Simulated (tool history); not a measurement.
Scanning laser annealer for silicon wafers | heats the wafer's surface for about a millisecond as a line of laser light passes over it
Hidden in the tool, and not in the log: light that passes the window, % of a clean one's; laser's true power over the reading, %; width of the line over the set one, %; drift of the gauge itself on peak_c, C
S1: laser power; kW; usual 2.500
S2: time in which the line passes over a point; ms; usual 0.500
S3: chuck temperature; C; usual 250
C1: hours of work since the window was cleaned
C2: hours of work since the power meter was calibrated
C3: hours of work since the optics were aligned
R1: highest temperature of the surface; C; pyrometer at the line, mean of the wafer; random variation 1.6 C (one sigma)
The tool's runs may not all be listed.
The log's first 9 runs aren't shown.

run   hour     S1     S2   S3  C1   C2    C3    R1
 10   94.1  2.500  0.378  250  75  102  1007   904
 11  100.1  2.500  0.378  250  79  106  1011   903
 12  112.6  2.500  0.378  250  87  114  1019   903
     115.6  -- window over the wafer cleaned
 13  127.0  2.500  0.378  250   7  122  1028   897
 14  138.1  2.500  0.521  250  15  129  1035  1036
 15  147.9  2.500  0.500  285  21  136  1041  1053
 16  156.4  2.500  0.500  285  27  141  1047  1049
 17  166.7  2.500  0.372  250  33  148  1054   894
 18  172.8  2.500  0.372  250  37  152  1058   895
 19  184.1  2.423  0.532  258  45  159  1065  1027
 20  193.5  2.613  0.616  258  51  165  1071  1167
     203.9  -- window over the wafer cleaned, once more
 21  209.3  2.613  0.616  258   3  174  1080  1179
 22  223.3  2.613  0.616  258  13  184  1089  1182
 23  229.6  2.320  0.368  254  17  188  1093   850
 24  238.8  2.604  0.526  250  23  194  1099  1084
 25  248.4  2.238  0.418  252  29  200  1106   868
 26  259.5  2.273  0.418  252  36  207  1113   879
 27  271.5  2.426  0.619  249  44  215  1121  1100
 28  279.6  2.426  0.619  249  50  220  1126  1096
 29  288.9  2.470  0.422  263  56  227  1132   950
 30  300.9  2.470  0.422  263  63  234  1140   952

4 ways to go on from here, each from the tool as it stands after run 30. What would each give?
  A  311.4  2.470  0.605  263  70  241  1147   ?
  B  311.4  2.246  0.365  271  70  241  1147   ?
  C  311.4  2.245  0.500  250  70  241  1147   ?
  D  311.4  2.258  0.445  263  70  241  1147   ?

run    R1
  A  1117
  B   843
  C   935
  D   911
Without the tool's hidden state the same runs would have given:
run    R1
  A  1124
  B   848
  C   941
  D   917

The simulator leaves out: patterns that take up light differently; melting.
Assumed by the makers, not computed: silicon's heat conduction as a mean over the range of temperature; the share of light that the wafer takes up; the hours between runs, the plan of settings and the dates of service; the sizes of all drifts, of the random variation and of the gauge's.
